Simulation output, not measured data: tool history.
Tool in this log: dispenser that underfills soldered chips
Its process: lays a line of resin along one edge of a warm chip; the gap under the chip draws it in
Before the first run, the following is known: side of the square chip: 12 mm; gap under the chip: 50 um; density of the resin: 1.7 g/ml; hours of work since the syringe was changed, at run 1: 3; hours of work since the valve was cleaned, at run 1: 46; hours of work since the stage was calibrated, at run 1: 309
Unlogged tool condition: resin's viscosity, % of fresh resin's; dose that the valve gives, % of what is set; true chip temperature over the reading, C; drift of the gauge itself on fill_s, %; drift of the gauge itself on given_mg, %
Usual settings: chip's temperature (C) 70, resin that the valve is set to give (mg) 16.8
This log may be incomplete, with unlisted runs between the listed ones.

| run | hour | chip's temperature (C) | resin that the valve is set to give (mg) | hours of work since the syringe was changed | hours of work since the valve was cleaned | hours of work since the stage was calibrated | time until the resin shows at the far edge (s) | resin that the valve gave (mg) |
|---|---|---|---|---|---|---|---|---|
| 1 | 0.0 | 70 | 16.8 | 3 | 46 | 309 | 175.0 | 16.40 |
| 2 | 7.3 | 70 | 16.8 | 8 | 51 | 314 | 230.4 | 16.43 |
|  | 12.1 | new syringe of resin |
| 3 | 15.1 | 70 | 16.8 | 2 | 56 | 319 | 167.9 | 16.29 |
| 4 | 23.1 | 70 | 17.5 | 8 | 62 | 325 | 224.9 | 16.84 |
|  | 29.3 | new syringe of resin |
| 5 | 34.0 | 70 | 16.8 | 3 | 69 | 333 | 175.5 | 16.28 |
| 6 | 43.3 | 70 | 16.8 | 10 | 76 | 339 | 256.7 | 16.20 |
|  | 45.7 | new syringe of resin |
| 7 | 49.7 | 70 | 16.8 | 3 | 80 | 344 | 172.1 | 16.03 |
| 8 | 58.9 | 59 | 16.8 | 9 | 87 | 350 | 364.3 | 16.02 |
|  | 62.5 | new syringe of resin |
| 9 | 66.6 | 59 | 16.8 | 3 | 92 | 355 | 248.8 | 16.03 |
| 10 | 76.0 | 69 | 16.8 | 10 | 99 | 362 | 247.7 | 16.01 |
|  | 79.4 | new syringe of resin |
| 11 | 82.1 | 69 | 16.8 | 2 | 103 | 366 | 167.9 | 16.01 |
| 12 | 90.9 | 69 | 16.8 | 8 | 109 | 372 | 236.3 | 15.86 |
|  | 95.9 | new syringe of resin |
| 13 | 100.5 | 57 | 16.8 | 3 | 116 | 379 | 265.4 | 15.79 |
| 14 | 105.3 | 65 | 16.8 | 7 | 119 | 382 | 249.0 | 15.84 |
|  | 112.4 | new syringe of resin |
| 15 | 115.4 | 65 | 16.8 | 2 | 126 | 389 | 190.0 | 15.65 |
| 16 | 125.8 | 65 | 16.8 | 10 | 133 | 397 | 292.9 | 15.63 |
|  | 129.4 | new syringe of resin |
| 17 | 137.0 | 84 | 14.5 | 5 | 141 | 404 | 131.0 | 13.49 |
|  | 146.0 | new syringe of resin |
| 18 | 146.4 | 82 | 16.0 | 0 | 148 | 411 | 101.7 | 14.88 |
|  | 149.6 | dispensing valve cleaned and set on the balance |
| 19 | 157.5 | 82 | 16.0 | 7 | 6 | 418 | 144.4 | 16.05 |
|  | 164.0 | new syringe of resin |
| 20 | 165.2 | 69 | 17.0 | 1 | 11 | 423 | 150.8 | 16.88 |

Forecast each of these 4 alternatives for the next run:
| A | 173.3 | 70 | 16.8 | 7 | 17 | 429 | ? | ? |
| B | 173.3 | 56 | 16.3 | 7 | 17 | 429 | ? | ? |
| C | 173.3 | 61 | 16.8 | 7 | 17 | 429 | ? | ? |
| D | 173.3 | 83 | 14.6 | 7 | 17 | 429 | ? | ? |

| run | time until the resin shows at the far edge (s) | resin that the valve gave (mg) |
|---|---|---|
| A | 202.6 | 16.62 |
| B | 337.6 | 16.10 |
| C | 279.0 | 16.55 |
| D | 137.5 | 14.37 |
The same runs, with their run-to-run variation unchanged, on a tool lacking any hidden condition would have given:
| run | time until the resin shows at the far edge (s) | resin that the valve gave (mg) |
|---|---|---|
| A | 159.5 | 16.76 |
| B | 268.5 | 16.24 |
| C | 221.1 | 16.70 |
| D | 107.2 | 14.50 |
